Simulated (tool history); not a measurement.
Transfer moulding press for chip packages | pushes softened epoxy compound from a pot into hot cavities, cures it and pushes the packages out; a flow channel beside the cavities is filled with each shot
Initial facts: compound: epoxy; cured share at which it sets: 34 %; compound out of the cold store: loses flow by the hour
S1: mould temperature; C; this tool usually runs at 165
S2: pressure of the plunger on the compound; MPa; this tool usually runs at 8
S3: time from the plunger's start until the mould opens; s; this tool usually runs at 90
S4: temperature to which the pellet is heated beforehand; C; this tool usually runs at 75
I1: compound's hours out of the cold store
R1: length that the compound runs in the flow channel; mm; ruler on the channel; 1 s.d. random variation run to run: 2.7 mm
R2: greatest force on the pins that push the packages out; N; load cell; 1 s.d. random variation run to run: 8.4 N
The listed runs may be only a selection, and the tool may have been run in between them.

{"run": 1, "hour": 0.0, "S1": 165, "S2": 8, "S3": 90, "S4": 75, "I1": 11.4, "R1": 632, "R2": 371}
{"run": 2, "hour": 20.5, "S1": 165, "S2": 8, "S3": 90, "S4": 75, "I1": 23.6, "R1": 605, "R2": 352}
{"run": 3, "hour": 30.7, "S1": 165, "S2": 8, "S3": 90, "S4": 75, "I1": 12.9, "R1": 627, "R2": 378}
{"run": 4, "hour": 50.6, "S1": 165, "S2": 8, "S3": 90, "S4": 75, "I1": 16.9, "R1": 621, "R2": 377}
{"hour": 61.6, "done": "cavities cleaned with cleaning compound and waxed"}
{"run": 5, "hour": 70.3, "S1": 165, "S2": 8, "S3": 90, "S4": 75, "I1": 20.4, "R1": 614, "R2": 377}
{"run": 6, "hour": 87.1, "S1": 165, "S2": 8, "S3": 90, "S4": 75, "I1": 23, "R1": 605, "R2": 380}
{"run": 7, "hour": 108.0, "S1": 165, "S2": 7.12, "S3": 90, "S4": 75, "I1": 21.7, "R1": 578, "R2": 377}
{"run": 8, "hour": 118.1, "S1": 165, "S2": 7.12, "S3": 90, "S4": 75, "I1": 27.7, "R1": 561, "R2": 364}
{"hour": 125.0, "done": "cavities cleaned with cleaning compound and waxed"}
{"run": 9, "hour": 138.8, "S1": 165, "S2": 7.12, "S3": 90, "S4": 75, "I1": 47, "R1": 527, "R2": 358}
{"run": 10, "hour": 152.4, "S1": 165, "S2": 7.12, "S3": 90, "S4": 75, "I1": 16.6, "R1": 582, "R2": 372}
{"run": 11, "hour": 164.3, "S1": 165, "S2": 7.12, "S3": 90, "S4": 75, "I1": 12.7, "R1": 591, "R2": 375}
{"run": 12, "hour": 184.5, "S1": 165, "S2": 7.12, "S3": 90, "S4": 75, "I1": 32.8, "R1": 556, "R2": 367}
{"hour": 189.6, "done": "cavities cleaned with cleaning compound and waxed"}
{"hour": 197.0, "done": "plunger's sealing rings changed"}
{"run": 13, "hour": 205.9, "S1": 165, "S2": 7.12, "S3": 90, "S4": 75, "I1": 12.1, "R1": 596, "R2": 382}
{"run": 14, "hour": 226.2, "S1": 165, "S2": 8, "S3": 90, "S4": 75, "I1": 34.2, "R1": 580, "R2": 375}
{"run": 15, "hour": 242.5, "S1": 159, "S2": 6.53, "S3": 90, "S4": 75, "I1": 42.4, "R1": 529, "R2": 566}
{"hour": 255.6, "done": "cavities cleaned with cleaning compound and waxed"}
{"run": 16, "hour": 260.7, "S1": 165, "S2": 7.2, "S3": 90, "S4": 75, "I1": 37.4, "R1": 546, "R2": 349}
{"run": 17, "hour": 281.7, "S1": 171, "S2": 7.74, "S3": 93, "S4": 75, "I1": 18.4, "R1": 593, "R2": 285}
{"run": 18, "hour": 294.4, "S1": 171, "S2": 7.74, "S3": 79, "S4": 75, "I1": 46.8, "R1": 537, "R2": 308}
{"run": 19, "hour": 315.5, "S1": 171, "S2": 7.74, "S3": 79, "S4": 75, "I1": 38.3, "R1": 551, "R2": 318}
{"hour": 319.9, "done": "cavities cleaned with cleaning compound and waxed"}
{"run": 20, "hour": 330.5, "S1": 167, "S2": 8, "S3": 82, "S4": 75, "I1": 35.8, "R1": 575, "R2": 384}
{"run": 21, "hour": 351.4, "S1": 165, "S2": 8, "S3": 93, "S4": 75, "I1": 44.8, "R1": 562, "R2": 327}
{"run": 22, "hour": 367.5, "S1": 160, "S2": 9.79, "S3": 120, "S4": 77, "I1": 40.4, "R1": 650, "R2": 303}
{"run": 23, "hour": 376.4, "S1": 165, "S2": 8, "S3": 90, "S4": 74, "I1": 47.9, "R1": 560, "R2": 352}
{"hour": 383.6, "done": "cavities cleaned with cleaning compound and waxed"}
{"run": 24, "hour": 394.3, "S1": 164, "S2": 8, "S3": 90, "S4": 77, "I1": 46.9, "R1": 563, "R2": 379}
{"run": 25, "hour": 415.4, "S1": 163, "S2": 8, "S3": 90, "S4": 77, "I1": 45.6, "R1": 563, "R2": 400}
{"run": 26, "hour": 427.9, "S1": 165, "S2": 9.18, "S3": 90, "S4": 76, "I1": 39.3, "R1": 613, "R2": 344}
{"hour": 447.7, "done": "cavities cleaned with cleaning compound and waxed"}
{"run": 27, "hour": 447.7, "S1": 165, "S2": 9.2, "S3": 90, "S4": 77, "I1": 12, "R1": 674, "R2": 378}
{"run": 28, "hour": 468.2, "S1": 165, "S2": 7.43, "S3": 76, "S4": 65, "I1": 46, "R1": 540, "R2": 498}

Each row is a separate what-if for the run after 28, all from the same tool condition, not one after another. Results?
{"run": "A", "hour": 479.9, "S1": 168, "S2": 8.59, "S3": 90, "S4": 68, "I1": 46.4, "R1": "?", "R2": "?"}
{"run": "B", "hour": 479.9, "S1": 165, "S2": 7.51, "S3": 90, "S4": 79, "I1": 13.3, "R1": "?", "R2": "?"}
{"run": "C", "hour": 479.9, "S1": 165, "S2": 7.43, "S3": 115, "S4": 65, "I1": 25.4, "R1": "?", "R2": "?"}

run=A R1=575 R2=311
run=B R1=606 R2=383
run=C R1=582 R2=285
With the hidden condition removed and each run's random variation left untouched, the same runs would have given:
run=A R1=575 R2=308
run=B R1=607 R2=380
run=C R1=582 R2=283
